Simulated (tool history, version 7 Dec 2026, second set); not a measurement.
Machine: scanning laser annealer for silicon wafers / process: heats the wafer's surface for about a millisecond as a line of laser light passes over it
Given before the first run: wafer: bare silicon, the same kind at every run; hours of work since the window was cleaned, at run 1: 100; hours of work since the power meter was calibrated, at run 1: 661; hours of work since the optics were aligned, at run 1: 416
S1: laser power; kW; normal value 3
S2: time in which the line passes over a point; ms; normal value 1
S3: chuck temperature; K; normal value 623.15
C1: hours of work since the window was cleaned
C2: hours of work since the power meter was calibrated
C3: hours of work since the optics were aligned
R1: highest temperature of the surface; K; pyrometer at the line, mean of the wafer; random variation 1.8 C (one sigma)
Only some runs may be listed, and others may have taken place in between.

run,day,S1,S2,S3,C1,C2,C3,R1
1,0,3,1,623.15,100,661,416,1308.15
2,0.833,3,1,623.15,109,670,425,1307.15
3,2.417,3,1,623.15,126,687,442,1307.15
4,3.217,3,1,623.15,135,696,451,1301.15
5,4.121,3,1,623.15,145,706,461,1306.15
6,6.075,3,1.08,623.15,166,727,482,1331.15
7,7.033,3,1.08,623.15,177,737,493,1332.15
8,8.188,3,1,623.15,189,750,505,1302.15
9,9.667,3,1,623.15,205,766,521,1297.15
10,11.442,3,1,623.15,225,786,541,1299.15
11,12.258,2.806,1,626.15,234,794,549,1249.15
12,13.483,2.703,0.72,625.15,247,808,563,1116.15
# day 13.708: laser's power meter calibrated
13,14.838,2.703,0.72,625.15,260,12,576,1117.15
14,15.746,2.703,0.72,625.15,270,22,586,1117.15
15,16.971,3.183,0.97,623.15,284,36,600,1325.15
16,18.488,3.051,0.94,661.15,300,52,616,1316.15
17,20.096,3.051,0.94,661.15,318,70,634,1314.15
# day 20.804: laser's power meter calibrated, once more
18,22.196,2.746,1.25,655.15,339,15,655,1333.15
19,23.033,2.746,1.25,655.15,349,24,664,1333.15

Predict each of these 3 candidate next runs independently; none follows another, all start after run 19:
A,24.292,3.08,0.74,659.15,362,38,678,?
B,24.292,2.676,0.79,655.15,362,38,678,?
C,24.292,2.928,1.01,597.15,362,38,678,?

run,R1
A,1232.15
B,1158.15
C,1244.15
With the hidden condition removed and each run's random variation left untouched, the same runs would have given:
run,R1
A,1266.15
B,1189.15
C,1283.15
